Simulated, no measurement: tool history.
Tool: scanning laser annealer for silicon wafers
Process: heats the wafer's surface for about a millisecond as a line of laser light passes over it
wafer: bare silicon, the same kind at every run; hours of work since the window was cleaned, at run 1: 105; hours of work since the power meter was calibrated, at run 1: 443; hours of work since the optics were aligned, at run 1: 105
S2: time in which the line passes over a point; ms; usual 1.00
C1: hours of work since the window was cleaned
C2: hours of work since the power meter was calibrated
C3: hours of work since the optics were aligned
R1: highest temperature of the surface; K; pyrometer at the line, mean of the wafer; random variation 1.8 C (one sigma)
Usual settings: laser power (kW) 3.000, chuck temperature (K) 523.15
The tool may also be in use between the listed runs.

Run 1, hour 0.0: usual settings; C1 105; C2 443; C3 105. Result: R1 1305.15 K.
Run 2, hour 12.2: usual settings; C1 113; C2 451; C3 113. Result: R1 1306.15 K.
Run 3, hour 33.7: usual settings; C1 127; C2 465; C3 127. Result: R1 1302.15 K.
Run 4, hour 46.9: usual settings; C1 136; C2 474; C3 136. Result: R1 1303.15 K.
Run 5, hour 73.0: usual settings; C1 152; C2 491; C3 152. Result: R1 1303.15 K.
Run 6, hour 85.6: usual settings but S2 1.05 ms; C1 161; C2 499; C3 161. Result: R1 1330.15 K.
Run 7, hour 111.5: usual settings but S2 1.05 ms; C1 177; C2 516; C3 177. Result: R1 1323.15 K.
Run 8, hour 132.0: usual settings but S2 1.05 ms; C1 191; C2 529; C3 191. Result: R1 1329.15 K.
Run 9, hour 160.1: usual settings; C1 209; C2 547; C3 209. Result: R1 1302.15 K.
Run 10, hour 176.2: usual settings; C1 219; C2 557; C3 219. Result: R1 1304.15 K.
Run 11, hour 203.7: usual settings; C1 237; C2 575; C3 237. Result: R1 1305.15 K.
Run 12, hour 221.1: usual settings; C1 248; C2 586; C3 248. Result: R1 1301.15 K.
Run 13, hour 244.7: usual settings; C1 264; C2 602; C3 264. Result: R1 1306.15 K.
Run 14, hour 266.8: usual settings but laser power (kW) 3.051, S2 0.88 ms; C1 278; C2 616; C3 278. Result: R1 1258.15 K.
Run 15, hour 292.5: usual settings but laser power (kW) 3.192, S2 0.76 ms, chuck temperature (K) 496.15; C1 295; C2 633; C3 295. Result: R1 1200.15 K.
Run 16, hour 312.8: usual settings but laser power (kW) 2.851, S2 0.76 ms, chuck temperature (K) 514.15; C1 308; C2 646; C3 308. Result: R1 1145.15 K.
Run 17, hour 332.2: usual settings but chuck temperature (K) 485.15; C1 320; C2 658; C3 320. Result: R1 1266.15 K.
Run 18, hour 354.9: usual settings but S2 1.10 ms; C1 335; C2 673; C3 335. Result: R1 1348.15 K.
Run 19, hour 383.7: usual settings but S2 0.96 ms; C1 354; C2 692; C3 354. Result: R1 1288.15 K.
Run 20, hour 400.4: usual settings but S2 0.96 ms; C1 364; C2 703; C3 364. Result: R1 1285.15 K.
Run 21, hour 424.7: usual settings but laser power (kW) 3.237, S2 0.73 ms; C1 380; C2 718; C3 380. Result: R1 1219.15 K.
Run 22, hour 443.4: usual settings but laser power (kW) 3.039, S2 0.72 ms, chuck temperature (K) 518.15; C1 392; C2 730; C3 392. Result: R1 1168.15 K.
Run 23, hour 465.2: usual settings but laser power (kW) 2.568, S2 0.92 ms, chuck temperature (K) 518.15; C1 406; C2 744; C3 406. Result: R1 1160.15 K.
Run 24, hour 484.5: usual settings but laser power (kW) 2.583, S2 0.92 ms, chuck temperature (K) 518.15; C1 419; C2 757; C3 419. Result: R1 1161.15 K.
Run 25, hour 498.9: usual settings but laser power (kW) 3.232, S2 0.92 ms, chuck temperature (K) 558.15; C1 428; C2 766; C3 428. Result: R1 1355.15 K.

Forecast each of these 4 alternatives for the next run:
Run A, hour 519.3: usual settings but laser power (kW) 3.232, S2 0.92 ms, chuck temperature (K) 512.15; C1 441; C2 780; C3 441. Result: R1 ?.
Run B, hour 519.3: usual settings but S2 0.84 ms; C1 441; C2 780; C3 441. Result: R1 ?.
Run C, hour 519.3: usual settings but laser power (kW) 3.232, S2 0.92 ms, chuck temperature (K) 520.15; C1 441; C2 780; C3 441. Result: R1 ?.
Run D, hour 519.3: usual settings but laser power (kW) 2.985; C1 441; C2 780; C3 441. Result: R1 ?.

run       R1
  A  1313.15
  B  1226.15
  C  1317.15
  D  1300.15
Without the tool's hidden state the same runs would have given:
run       R1
  A  1313.15
  B  1227.15
  C  1318.15
  D  1301.15
